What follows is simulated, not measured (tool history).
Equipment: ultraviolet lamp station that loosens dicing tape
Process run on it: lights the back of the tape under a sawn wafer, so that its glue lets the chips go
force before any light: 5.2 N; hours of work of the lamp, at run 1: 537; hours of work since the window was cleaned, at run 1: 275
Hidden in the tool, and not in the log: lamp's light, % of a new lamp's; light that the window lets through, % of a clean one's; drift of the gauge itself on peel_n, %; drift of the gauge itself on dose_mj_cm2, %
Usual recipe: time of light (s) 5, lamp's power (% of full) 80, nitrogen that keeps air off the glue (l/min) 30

run,hour,time of light (s),lamp's power (% of full),nitrogen that keeps air off the glue (l/min),hours of work of the lamp,hours of work since the window was cleaned,force that peels the tape off (N),light that reached the tape (J/m2)
1,0.0,5,80,30,537,275,0.908,4810
2,20.3,5,80,34,549,287,0.831,4800
3,40.9,5,80,34,561,299,0.848,4790
# hour 51.2: window cleaned of glue's vapour
4,73.2,5,80,34,579,13,0.891,4660
5,93.7,5,80,34,591,25,0.888,4560
6,116.8,5,80,34,605,38,0.906,4560
7,145.5,5,80,34,622,55,0.907,4490
# hour 149.8: window cleaned of glue's vapour, once more
8,163.2,5,60,33,632,8,1.276,3680
9,189.7,5,61,31,647,23,1.305,3710
10,228.7,2,80,23,670,46,2.652,1880
11,251.9,2,80,23,684,60,2.674,1900

Predict each of these 5 candidate next runs independently; none follows another, all start after run 11:
A,286.4,2,84,10,704,80,?,?
B,286.4,3,93,17,704,80,?,?
C,286.4,6,80,23,704,80,?,?
D,286.4,2,95,23,704,80,?,?
E,286.4,6,98,19,704,80,?,?

run,force that peels the tape off (N),light that reached the tape (J/m2)
A,3.111,2030
B,1.959,3340
C,0.846,5640
D,2.353,2280
E,0.660,6980
Take away the tool's hidden state, keep each run's random variation, and the runs would have read:
run,force that peels the tape off (N),light that reached the tape (J/m2)
A,2.800,2490
B,1.581,4100
C,0.583,6950
D,1.987,2800
E,0.443,8590
